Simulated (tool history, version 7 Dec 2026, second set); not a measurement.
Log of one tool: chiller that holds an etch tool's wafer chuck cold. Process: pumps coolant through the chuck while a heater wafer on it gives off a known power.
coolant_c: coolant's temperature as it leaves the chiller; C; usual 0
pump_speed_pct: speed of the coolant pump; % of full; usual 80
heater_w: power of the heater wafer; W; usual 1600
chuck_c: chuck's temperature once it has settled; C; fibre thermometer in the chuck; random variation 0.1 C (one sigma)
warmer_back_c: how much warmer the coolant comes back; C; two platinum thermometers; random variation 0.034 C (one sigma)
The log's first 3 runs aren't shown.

{"run": 4, "hour": 225.8, "coolant_c": 0, "pump_speed_pct": 80, "heater_w": 1600, "chuck_c": 13.9, "warmer_back_c": 5.27}
{"run": 5, "hour": 279.4, "coolant_c": 0, "pump_speed_pct": 80, "heater_w": 1600, "chuck_c": 13.8, "warmer_back_c": 5.22}
{"run": 6, "hour": 327.9, "coolant_c": 0, "pump_speed_pct": 84, "heater_w": 1600, "chuck_c": 13.2, "warmer_back_c": 4.96}
{"run": 7, "hour": 415.4, "coolant_c": 0, "pump_speed_pct": 84, "heater_w": 1600, "chuck_c": 13.0, "warmer_back_c": 4.97}
{"run": 8, "hour": 474.4, "coolant_c": 0, "pump_speed_pct": 84, "heater_w": 1600, "chuck_c": 13.2, "warmer_back_c": 4.93}
{"run": 9, "hour": 535.3, "coolant_c": 0, "pump_speed_pct": 80, "heater_w": 1600, "chuck_c": 13.5, "warmer_back_c": 5.17}
{"run": 10, "hour": 594.9, "coolant_c": 0, "pump_speed_pct": 80, "heater_w": 1600, "chuck_c": 13.7, "warmer_back_c": 5.23}
{"run": 11, "hour": 653.0, "coolant_c": 0, "pump_speed_pct": 80, "heater_w": 1600, "chuck_c": 13.7, "warmer_back_c": 5.2}
{"run": 12, "hour": 750.5, "coolant_c": 0, "pump_speed_pct": 80, "heater_w": 1600, "chuck_c": 13.6, "warmer_back_c": 5.21}
{"run": 13, "hour": 803.2, "coolant_c": 0, "pump_speed_pct": 80, "heater_w": 1600, "chuck_c": 13.8, "warmer_back_c": 5.17}
{"run": 14, "hour": 894.1, "coolant_c": 0, "pump_speed_pct": 80, "heater_w": 1600, "chuck_c": 13.9, "warmer_back_c": 5.16}
{"run": 15, "hour": 975.4, "coolant_c": 0, "pump_speed_pct": 80, "heater_w": 1600, "chuck_c": 13.7, "warmer_back_c": 5.15}
{"run": 16, "hour": 1074.0, "coolant_c": 0, "pump_speed_pct": 80, "heater_w": 1791, "chuck_c": 15.5, "warmer_back_c": 5.76}

The next listed run, before its measurement:
{"run": 17, "hour": 1178.3, "coolant_c": -7, "pump_speed_pct": 77, "heater_w": 1963, "chuck_c": "?", "warmer_back_c": "?"}

{"run 17": {"chuck_c": 10.3, "warmer_back_c": 6.64}}
Without the tool's hidden state the same run would have given chuck_c 10.3 C, warmer_back_c 6.78 C.
